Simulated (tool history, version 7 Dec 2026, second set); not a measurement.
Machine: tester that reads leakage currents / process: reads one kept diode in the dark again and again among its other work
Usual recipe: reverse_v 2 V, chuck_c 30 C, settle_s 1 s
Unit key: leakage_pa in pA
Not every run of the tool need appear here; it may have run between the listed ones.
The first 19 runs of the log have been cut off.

run	hour	reverse_v	chuck_c	settle_s	leakage_pa
20	3693.6	15.65	58	0.75	881.37
21	3826.3	1.3	30	0.89	31
22	4020.5	18.27	29	0.78	137.14
23	4187.2	4.33	55	1	358.66
24	4336.4	16.76	26	1	108.28
25	4467.5	16.76	26	1	109.01
26	4703.7	2.97	26	1	37.91
# hour 4764.6: chuck's temperature calibrated
27	4931.4	2.97	26	1	40.2
28	5145.3	2.97	34	6.06	70.75
29	5387.2	2.97	34	6.06	70.98
30	5613.6	2.75	30	5.82	50.94
31	5845	2.75	30	5.82	50.89

Here are 4 independent what-if runs from the current tool condition. What would each one return?
A	5954.1	2	30	0.32	?
B	5954.1	2.75	28	5.82	?
C	5954.1	2.75	40	2.63	?
D	5954.1	4.11	39	5.82	?

run	leakage_pa
A	43.5
B	44.23
C	104.51
D	120.84
Had the tool no hidden state, the same runs would have come out as:
run	leakage_pa
A	39.83
B	39.08
C	99.73
D	113.52
